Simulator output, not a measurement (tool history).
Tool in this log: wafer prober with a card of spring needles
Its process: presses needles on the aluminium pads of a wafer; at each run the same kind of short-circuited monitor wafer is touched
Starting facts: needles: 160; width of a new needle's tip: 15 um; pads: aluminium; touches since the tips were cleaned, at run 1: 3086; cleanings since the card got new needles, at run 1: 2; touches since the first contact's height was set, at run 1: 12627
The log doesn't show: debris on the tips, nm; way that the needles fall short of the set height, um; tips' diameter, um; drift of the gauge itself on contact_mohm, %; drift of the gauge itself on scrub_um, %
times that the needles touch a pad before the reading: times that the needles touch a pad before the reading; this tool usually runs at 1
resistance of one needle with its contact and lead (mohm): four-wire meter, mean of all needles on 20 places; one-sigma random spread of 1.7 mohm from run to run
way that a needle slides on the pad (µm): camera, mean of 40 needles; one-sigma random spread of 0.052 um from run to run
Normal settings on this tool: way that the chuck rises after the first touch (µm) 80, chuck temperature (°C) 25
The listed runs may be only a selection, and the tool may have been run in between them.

run    day  way that the chuck rises after the first touch (µm)  chuck temperature (°C)  times that the needles touch a pad before the reading  touches since the tips were cleaned  cleanings since the card got new needles  touches since the first contact's height was set  resistance of one needle with its contact and lead (mohm)  way that a needle slides on the pad (µm)
  1      0                                                   80                      25                                                      1                                 3086                                         2                                             12627                                                        220                                     16.99
     0.217  -- tips cleaned on abrasive film
  2  0.254                                                   68                      25                                                      1                                  300                                         3                                             14482                                                        188                                     14.41
  3  0.525                                                   68                      25                                                      1                                 2303                                         3                                             16485                                                        227                                     14.44
  4  0.721                                                   80                      25                                                      2                                 3734                                         3                                             17916                                                        208                                     16.91
     0.842  -- tips cleaned on abrasive film
  5  0.921                                                   80                      25                                                      1                                  606                                         4                                             19381                                                        194                                     16.99
  6  1.204                                                   80                      25                                                      1                                 2688                                         4                                             21463                                                        213                                     16.93
     1.458  -- tips cleaned on abrasive film
  7  1.588                                                   80                      25                                                      1                                  950                                         5                                             24254                                                        197                                     16.86
  8  1.846                                                   80                      25                                                      1                                 2880                                         5                                             26184                                                        219                                     16.96
     2.083  -- tips cleaned on abrasive film
  9  2.179                                                   80                      25                                                      1                                  722                                         6                                             28602                                                        191                                     16.86
 10  2.421                                                   80                      25                                                      3                                 2511                                         6                                             30391                                                        191                                      16.9
     2.712  -- tips cleaned on abrasive film
 11  2.754                                                   80                      25                                                      3                                  331                                         7                                             32827                                                        178                                     16.73
 12   2.95                                                   80                      25                                                      3                                 1765                                         7                                             34261                                                        190                                     16.85
 13  3.217                                                   80                      25                                                      3                                 3733                                         7                                             36229                                                        194                                     16.76
     3.329  -- tips cleaned on abrasive film
 14  3.496                                                   80                      25                                                      3                                 1230                                         8                                             38254                                                        185                                      16.9
 15  3.721                                                   80                      25                                                      1                                 2898                                         8                                             39922                                                        216                                     16.78
     3.954  -- tips cleaned on abrasive film
 16  4.083                                                   75                      60                                                      2                                  957                                         9                                             42565                                                        197                                     15.77
 17  4.292                                                   74                      73                                                      2                                 2498                                         9                                             44106                                                        209                                      15.5
     4.592  -- tips cleaned on abrasive film
 18  4.633                                                   74                      81                                                      1                                  300                                        10                                             46590                                                        202                                      15.5
 19  4.904                                                   69                      73                                                      3                                 2312                                        10                                             48602                                                        204                                     14.44
 20  5.138                                                   68                      28                                                      2                                 4047                                        10                                             50337                                                        223                                     14.13
     5.204  -- tips cleaned on abrasive film
 21  5.479                                                   80                      67                                                      3                                 2008                                        11                                             52806                                                        199                                     16.72
 22  5.733                                                   80                      67                                                      3                                 3914                                        11                                             54712                                                        201                                     16.65
     5.838  -- tips cleaned on abrasive film
 23  6.125                                                   80                      67                                                      3                                 2112                                        12                                             57556                                                        198                                     16.76
 24  6.296                                                   83                      54                                                      3                                 3383                                        12                                             58827                                                        196                                     17.43
     6.483  -- tips cleaned on abrasive film
 25  6.483                                                   92                      28                                                      1                                   19                                        13                                             60185                                                        181                                     19.22

A few steps of resistance of one needle with its contact and lead (mohm) between consecutive runs. Split each: what settings, incoming material and random variation would produce without the hidden state, and what is left over for the hidden state, along with gauge scatter present in only one of the two compared results (measured, and without hidden state):
Run 1 -> 2: way that the chuck rises after the first touch (µm) 80 -> 68, tips cleaned on abrasive film. resistance of one needle with its contact and lead (mohm) -32: hidden state -28, all else -4.
Run 2 -> 3: nothing adjusted, nothing logged. resistance of one needle with its contact and lead (mohm) +39: hidden state +38, all else +1.
Run 14 -> 15: times that the needles touch a pad before the reading 3 -> 1. resistance of one needle with its contact and lead (mohm) +31: hidden state +35, all else -4.
